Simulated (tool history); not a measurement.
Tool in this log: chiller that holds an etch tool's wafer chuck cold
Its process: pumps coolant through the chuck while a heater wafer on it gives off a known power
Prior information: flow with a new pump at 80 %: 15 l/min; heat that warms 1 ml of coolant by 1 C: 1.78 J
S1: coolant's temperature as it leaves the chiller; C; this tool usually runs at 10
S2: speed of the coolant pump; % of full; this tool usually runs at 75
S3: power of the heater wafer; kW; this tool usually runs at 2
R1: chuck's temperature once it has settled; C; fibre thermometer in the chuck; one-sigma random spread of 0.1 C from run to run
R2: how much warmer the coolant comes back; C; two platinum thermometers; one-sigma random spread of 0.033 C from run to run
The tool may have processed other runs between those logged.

run,hour,S1,S2,S3,R1,R2
1,0,10,75,2,27.6,4.78
2,58,10,75,1.424,22.6,3.45
3,116.4,10,95,2,25.6,3.84
4,210.7,10,75,2,27.5,4.82
5,293.7,10,75,2,27.6,4.79
6,354.7,10,75,2,27.6,4.76
7,415.5,10,75,2,27.6,4.74
8,529.1,10,75,2,27.5,4.7
9,591.6,10,75,2.918,35.6,6.92
10,691.3,10,75,2,27.4,4.74
11,740.7,10,75,2,27.7,4.63
12,820.8,10,75,2,27.7,4.67
13,884.2,10,75,2,27.5,4.65
14,944.5,10,75,2,27.5,4.64
15,1038.8,10,75,2,27.6,4.63
16,1128.8,10,75,1.141,19.9,2.57
17,1177,10,75,2.539,32.4,5.97
18,1254.8,10,75,1.013,19,2.24
19,1330.5,7,82,2.616,28.9,5.58
20,1386.8,17,75,2,34.3,4.65
21,1448.4,10,90,1.553,22.4,2.95
22,1526,10,90,1.553,22.4,2.9

Branching from run 22: 4 alternative next runs. What would each branch give?
A,1632.5,2,71,2,?,?
B,1632.5,10,98,2.749,?,?
C,1632.5,19,75,1.001,?,?
D,1632.5,15,67,1.774,?,?

run,R1,R2
A,20,4.77
B,31.2,4.91
C,27.6,2.14
D,31.4,4.46
With no hidden state in the tool, these same runs would have given:
run,R1,R2
A,20,5
B,31.2,5.14
C,27.6,2.36
D,31.4,4.69
